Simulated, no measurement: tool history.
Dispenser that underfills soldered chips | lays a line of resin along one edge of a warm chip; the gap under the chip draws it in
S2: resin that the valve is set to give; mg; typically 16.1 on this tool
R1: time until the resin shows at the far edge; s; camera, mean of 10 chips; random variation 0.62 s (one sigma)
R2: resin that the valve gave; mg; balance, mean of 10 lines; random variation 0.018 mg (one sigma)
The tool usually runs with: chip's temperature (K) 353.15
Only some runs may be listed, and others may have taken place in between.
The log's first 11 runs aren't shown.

{"run": 12, "hour": 112.4, "chip's temperature (K)": 353.15, "S2": 16.1, "R1": 109.4, "R2": 15.91}
{"hour": 113.9, "done": "new syringe of resin"}
{"run": 13, "hour": 120.3, "chip's temperature (K)": 353.15, "S2": 16.1, "R1": 73.8, "R2": 15.89}
{"run": 14, "hour": 126.4, "chip's temperature (K)": 353.15, "S2": 16.1, "R1": 99.3, "R2": 15.82}
{"hour": 129.9, "done": "new syringe of resin"}
{"hour": 137.9, "done": "dispensing valve cleaned and set on the balance"}
{"run": 15, "hour": 138.2, "chip's temperature (K)": 353.15, "S2": 16.1, "R1": 76.6, "R2": 16.14}
{"hour": 146.3, "done": "new syringe of resin"}
{"run": 16, "hour": 147.1, "chip's temperature (K)": 353.15, "S2": 16.1, "R1": 55.6, "R2": 16.1}
{"run": 17, "hour": 155.7, "chip's temperature (K)": 353.15, "S2": 16.1, "R1": 85.1, "R2": 16.02}
{"hour": 161.8, "done": "new syringe of resin"}
{"run": 18, "hour": 162.0, "chip's temperature (K)": 353.15, "S2": 16.1, "R1": 54.8, "R2": 16.03}
{"run": 19, "hour": 175.0, "chip's temperature (K)": 353.15, "S2": 16.1, "R1": 100.3, "R2": 15.98}
{"hour": 178.1, "done": "new syringe of resin"}
{"run": 20, "hour": 185.6, "chip's temperature (K)": 353.15, "S2": 16.1, "R1": 75.9, "R2": 15.92}
{"hour": 194.1, "done": "new syringe of resin"}
{"run": 21, "hour": 197.2, "chip's temperature (K)": 358.15, "S2": 16.1, "R1": 49.1, "R2": 15.86}
{"hour": 206.4, "done": "dispensing valve cleaned and set on the balance"}
{"run": 22, "hour": 207.5, "chip's temperature (K)": 358.15, "S2": 16.1, "R1": 78.7, "R2": 16.06}
{"hour": 211.6, "done": "new syringe of resin"}
{"run": 23, "hour": 218.6, "chip's temperature (K)": 352.15, "S2": 14.9, "R1": 79.8, "R2": 14.82}
{"hour": 227.0, "done": "new syringe of resin"}
{"run": 24, "hour": 230.6, "chip's temperature (K)": 352.15, "S2": 14.9, "R1": 67.3, "R2": 14.77}
{"run": 25, "hour": 239.2, "chip's temperature (K)": 345.15, "S2": 14.9, "R1": 135.5, "R2": 14.75}
{"hour": 242.6, "done": "new syringe of resin"}
{"run": 26, "hour": 252.3, "chip's temperature (K)": 342.15, "S2": 18.7, "R1": 134.4, "R2": 18.42}
{"hour": 258.8, "done": "new syringe of resin"}
{"run": 27, "hour": 260.5, "chip's temperature (K)": 357.15, "S2": 15.9, "R1": 49.3, "R2": 15.65}
{"run": 28, "hour": 270.4, "chip's temperature (K)": 361.15, "S2": 20.7, "R1": 62.8, "R2": 20.31}
{"hour": 274.4, "done": "new syringe of resin"}
{"hour": 275.4, "done": "dispensing valve cleaned and set on the balance"}
{"run": 29, "hour": 280.6, "chip's temperature (K)": 353.15, "S2": 17.7, "R1": 66.2, "R2": 17.62}
{"run": 30, "hour": 289.1, "chip's temperature (K)": 361.15, "S2": 15.1, "R1": 75.3, "R2": 15.01}
{"hour": 291.7, "done": "new syringe of resin"}
{"run": 31, "hour": 295.3, "chip's temperature (K)": 353.15, "S2": 18, "R1": 61.2, "R2": 17.87}
{"run": 32, "hour": 300.9, "chip's temperature (K)": 367.15, "S2": 20, "R1": 44.4, "R2": 19.8}
{"hour": 307.6, "done": "new syringe of resin"}
{"run": 33, "hour": 311.6, "chip's temperature (K)": 367.15, "S2": 18.6, "R1": 34.5, "R2": 18.35}
{"run": 34, "hour": 318.9, "chip's temperature (K)": 346.15, "S2": 16.5, "R1": 119, "R2": 16.26}
{"hour": 323.4, "done": "new syringe of resin"}
{"run": 35, "hour": 327.3, "chip's temperature (K)": 360.15, "S2": 18.1, "R1": 47, "R2": 17.76}
{"hour": 339.2, "done": "new syringe of resin"}
{"run": 36, "hour": 340.0, "chip's temperature (K)": 347.15, "S2": 15.6, "R1": 69.4, "R2": 15.27}

What if the next run were any one of these 3? Each begins from the tool's condition after run 36:
{"hour": 344.5, "done": "dispensing valve cleaned and set on the balance"}
{"run": "A", "hour": 347.2, "chip's temperature (K)": 358.15, "S2": 14.1, "R1": "?", "R2": "?"}
{"hour": 344.5, "done": "dispensing valve cleaned and set on the balance"}
{"run": "B", "hour": 347.2, "chip's temperature (K)": 347.15, "S2": 16.6, "R1": "?", "R2": "?"}
{"hour": 344.5, "done": "dispensing valve cleaned and set on the balance"}
{"run": "C", "hour": 347.2, "chip's temperature (K)": 339.15, "S2": 18, "R1": "?", "R2": "?"}

run=A R1=61.9 R2=14.05
run=B R1=92.3 R2=16.6
run=C R1=132.2 R2=17.95
With the hidden condition removed and each run's random variation left untouched, the same runs would have given:
run=A R1=46.5 R2=14.08
run=B R1=69.2 R2=16.63
run=C R1=99.7 R2=17.98

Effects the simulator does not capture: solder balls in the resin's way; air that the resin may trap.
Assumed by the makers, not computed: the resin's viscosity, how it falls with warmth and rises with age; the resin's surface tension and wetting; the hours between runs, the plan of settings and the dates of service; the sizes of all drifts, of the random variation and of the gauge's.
